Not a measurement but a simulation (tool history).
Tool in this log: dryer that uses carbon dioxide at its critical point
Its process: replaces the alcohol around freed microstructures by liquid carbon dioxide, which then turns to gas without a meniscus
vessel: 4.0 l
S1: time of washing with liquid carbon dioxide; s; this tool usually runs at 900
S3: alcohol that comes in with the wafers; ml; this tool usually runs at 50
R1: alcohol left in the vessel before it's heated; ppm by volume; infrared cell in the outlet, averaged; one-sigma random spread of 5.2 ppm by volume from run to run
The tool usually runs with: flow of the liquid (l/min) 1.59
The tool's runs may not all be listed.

run 1 day=0.000 | S1=900 flow_of_the_liquid_(l/min)=1.59 S3=50 | R1=202
run 2 day=0.875 | S1=540 flow_of_the_liquid_(l/min)=1.59 S3=50 | R1=805
run 3 day=1.758 | S1=540 flow_of_the_liquid_(l/min)=1.59 S3=50 | R1=838
run 4 day=2.679 | S1=540 flow_of_the_liquid_(l/min)=1.59 S3=50 | R1=812
run 5 day=4.317 | S1=540 flow_of_the_liquid_(l/min)=1.59 S3=50 | R1=854
run 6 day=5.304 | S1=540 flow_of_the_liquid_(l/min)=1.59 S3=50 | R1=850
run 7 day=6.154 | S1=540 flow_of_the_liquid_(l/min)=1.59 S3=50 | R1=850
run 8 day=7.254 | S1=540 flow_of_the_liquid_(l/min)=1.59 S3=50 | R1=858
run 9 day=8.804 | S1=540 flow_of_the_liquid_(l/min)=1.59 S3=50 | R1=857
run 10 day=9.558 | S1=540 flow_of_the_liquid_(l/min)=1.59 S3=50 | R1=864
run 11 day=11.108 | S1=540 flow_of_the_liquid_(l/min)=1.22 S3=50 | R1=1593
run 12 day=12.021 | S1=540 flow_of_the_liquid_(l/min)=1.22 S3=50 | R1=1586
-- day=12.529 inlet filter changed
run 13 day=12.808 | S1=900 flow_of_the_liquid_(l/min)=1.59 S3=50 | R1=213
run 14 day=14.346 | S1=900 flow_of_the_liquid_(l/min)=1.59 S3=50 | R1=219
run 15 day=15.729 | S1=900 flow_of_the_liquid_(l/min)=1.59 S3=50 | R1=213
run 16 day=16.583 | S1=540 flow_of_the_liquid_(l/min)=1.59 S3=50 | R1=774
run 17 day=17.671 | S1=540 flow_of_the_liquid_(l/min)=1.59 S3=50 | R1=762
run 18 day=18.746 | S1=540 flow_of_the_liquid_(l/min)=1.59 S3=50 | R1=793
run 19 day=20.471 | S1=900 flow_of_the_liquid_(l/min)=1.59 S3=50 | R1=241
run 20 day=22.183 | S1=900 flow_of_the_liquid_(l/min)=1.59 S3=50 | R1=248
run 21 day=23.812 | S1=900 flow_of_the_liquid_(l/min)=1.59 S3=50 | R1=254
run 22 day=24.708 | S1=900 flow_of_the_liquid_(l/min)=1.59 S3=50 | R1=247
run 23 day=25.783 | S1=900 flow_of_the_liquid_(l/min)=1.59 S3=50 | R1=248
run 24 day=27.046 | S1=780 flow_of_the_liquid_(l/min)=2.63 S3=90 | R1=180
run 25 day=28.492 | S1=780 flow_of_the_liquid_(l/min)=2.63 S3=90 | R1=179
run 26 day=30.029 | S1=660 flow_of_the_liquid_(l/min)=2.63 S3=90 | R1=222
run 27 day=30.788 | S1=600 flow_of_the_liquid_(l/min)=2.37 S3=34 | R1=241
run 28 day=31.933 | S1=1320 flow_of_the_liquid_(l/min)=1.21 S3=74 | R1=260
run 29 day=33.142 | S1=1440 flow_of_the_liquid_(l/min)=1.65 S3=28 | R1=176
run 30 day=34.500 | S1=1440 flow_of_the_liquid_(l/min)=1.65 S3=28 | R1=184
run 31 day=35.750 | S1=1440 flow_of_the_liquid_(l/min)=1.65 S3=28 | R1=191
run 32 day=37.067 | S1=960 flow_of_the_liquid_(l/min)=1.65 S3=28 | R1=220
run 33 day=38.338 | S1=960 flow_of_the_liquid_(l/min)=1.66 S3=28 | R1=211
run 34 day=39.296 | S1=600 flow_of_the_liquid_(l/min)=2.60 S3=53 | R1=243
run 35 day=40.796 | S1=900 flow_of_the_liquid_(l/min)=1.59 S3=33 | R1=274
run 36 day=42.146 | S1=900 flow_of_the_liquid_(l/min)=1.59 S3=33 | R1=263
run 37 day=43.388 | S1=900 flow_of_the_liquid_(l/min)=1.76 S3=28 | R1=234
run 38 day=44.671 | S1=1320 flow_of_the_liquid_(l/min)=1.16 S3=40 | R1=263
run 39 day=45.546 | S1=1440 flow_of_the_liquid_(l/min)=1.16 S3=37 | R1=242
run 40 day=46.542 | S1=1140 flow_of_the_liquid_(l/min)=1.33 S3=28 | R1=264
run 41 day=47.288 | S1=780 flow_of_the_liquid_(l/min)=1.33 S3=22 | R1=395
run 42 day=48.375 | S1=780 flow_of_the_liquid_(l/min)=1.33 S3=22 | R1=395
run 43 day=49.671 | S1=780 flow_of_the_liquid_(l/min)=1.69 S3=22 | R1=272
run 44 day=51.054 | S1=780 flow_of_the_liquid_(l/min)=1.69 S3=22 | R1=289
run 45 day=52.033 | S1=900 flow_of_the_liquid_(l/min)=2.46 S3=46 | R1=230
run 46 day=53.212 | S1=900 flow_of_the_liquid_(l/min)=1.31 S3=79 | R1=654

Pick out some run-to-run changes in R1. Of each, how much would a tool without hidden state show as well, from the settings, what came in and chance, and how much is left for the hidden state and any gauge scatter not in both results compared?
What the log doesn't record here: flow that reaches the vessel past the clogged filter, %; alcohol in the recycled carbon dioxide, ppm; drift of the gauge itself on alcohol_ppm, %.
Run 1 -> 2: S1 900 -> 540. R1 +603 ppm by volume: hidden state +73, all else +530.
Run 10 -> 11: flow of the liquid (l/min) 1.59 -> 1.22. R1 +729 ppm by volume: hidden state +73, all else +656.
Run 12 -> 13: S1 540 -> 900, flow of the liquid (l/min) 1.22 -> 1.59, inlet filter changed. R1 -1373 ppm by volume: hidden state -188, all else -1185.
Run 45 -> 46: flow of the liquid (l/min) 2.46 -> 1.31, S3 46 -> 79. R1 +424 ppm by volume: hidden state +87, all else +337.

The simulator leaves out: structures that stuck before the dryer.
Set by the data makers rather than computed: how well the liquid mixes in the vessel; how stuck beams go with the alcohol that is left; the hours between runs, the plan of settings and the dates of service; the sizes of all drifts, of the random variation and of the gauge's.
